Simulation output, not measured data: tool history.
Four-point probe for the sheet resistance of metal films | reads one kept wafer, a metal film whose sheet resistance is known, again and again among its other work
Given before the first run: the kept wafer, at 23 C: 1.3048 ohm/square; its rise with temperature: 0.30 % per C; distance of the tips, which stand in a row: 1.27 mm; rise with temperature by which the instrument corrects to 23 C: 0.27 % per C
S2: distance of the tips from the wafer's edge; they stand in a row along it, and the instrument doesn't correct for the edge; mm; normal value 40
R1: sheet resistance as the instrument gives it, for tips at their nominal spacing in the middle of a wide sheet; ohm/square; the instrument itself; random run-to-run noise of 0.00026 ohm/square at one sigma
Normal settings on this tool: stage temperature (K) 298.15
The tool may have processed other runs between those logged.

run 1 day=0.000 | stage_temperature_(K)=298.15 S2=40 | R1=1.316034
run 2 day=1.675 | stage_temperature_(K)=298.15 S2=17 | R1=1.318982
run 3 day=4.796 | stage_temperature_(K)=298.15 S2=40 | R1=1.316382
run 4 day=7.142 | stage_temperature_(K)=298.15 S2=40 | R1=1.316627
run 5 day=10.075 | stage_temperature_(K)=298.15 S2=40 | R1=1.316858
-- day=11.254 stage's thermometer calibrated
run 6 day=11.908 | stage_temperature_(K)=298.15 S2=14 | R1=1.322377
run 7 day=15.242 | stage_temperature_(K)=293.15 S2=40 | R1=1.315230
run 8 day=19.017 | stage_temperature_(K)=293.15 S2=40 | R1=1.315461
run 9 day=21.796 | stage_temperature_(K)=293.15 S2=40 | R1=1.316253
run 10 day=25.496 | stage_temperature_(K)=293.15 S2=40 | R1=1.316910
run 11 day=28.879 | stage_temperature_(K)=293.15 S2=40 | R1=1.316866
run 12 day=30.525 | stage_temperature_(K)=293.15 S2=40 | R1=1.317243
run 13 day=33.188 | stage_temperature_(K)=293.15 S2=40 | R1=1.316440
-- day=34.492 stage's thermometer calibrated, once more
run 14 day=37.008 | stage_temperature_(K)=307.15 S2=40 | R1=1.320573
run 15 day=40.833 | stage_temperature_(K)=300.15 S2=4 | R1=1.385226
run 16 day=42.471 | stage_temperature_(K)=300.15 S2=4 | R1=1.385618
run 17 day=45.892 | stage_temperature_(K)=297.15 S2=4 | R1=1.383974
run 18 day=48.550 | stage_temperature_(K)=297.15 S2=5 | R1=1.361920
run 19 day=50.958 | stage_temperature_(K)=294.15 S2=6 | R1=1.347553
run 20 day=53.258 | stage_temperature_(K)=291.15 S2=10 | R1=1.326495
run 21 day=54.996 | stage_temperature_(K)=298.15 S2=8 | R1=1.335363
run 22 day=56.933 | stage_temperature_(K)=298.15 S2=9 | R1=1.332277
run 23 day=59.246 | stage_temperature_(K)=306.15 S2=9 | R1=1.335088
run 24 day=61.000 | stage_temperature_(K)=306.15 S2=9 | R1=1.335560
run 25 day=63.579 | stage_temperature_(K)=306.15 S2=9 | R1=1.335125
run 26 day=65.429 | stage_temperature_(K)=306.15 S2=9 | R1=1.335867
run 27 day=67.454 | stage_temperature_(K)=298.15 S2=10 | R1=1.331000
run 28 day=69.354 | stage_temperature_(K)=298.15 S2=10 | R1=1.330944

3 ways to go on from here, each from the tool as it stands after run 28. What would each give?
run A day=72.758 | stage_temperature_(K)=300.15 S2=28 | R1=?
run B day=72.758 | stage_temperature_(K)=300.15 S2=7 | R1=?
run C day=72.758 | stage_temperature_(K)=298.15 S2=21 | R1=?

run=A R1=1.322010
run=B R1=1.342832
run=C R1=1.322110
Stripped of hidden state, with their random variation kept, the same runs would have yielded:
run=A R1=1.307780
run=B R1=1.328396
run=C R1=1.307876
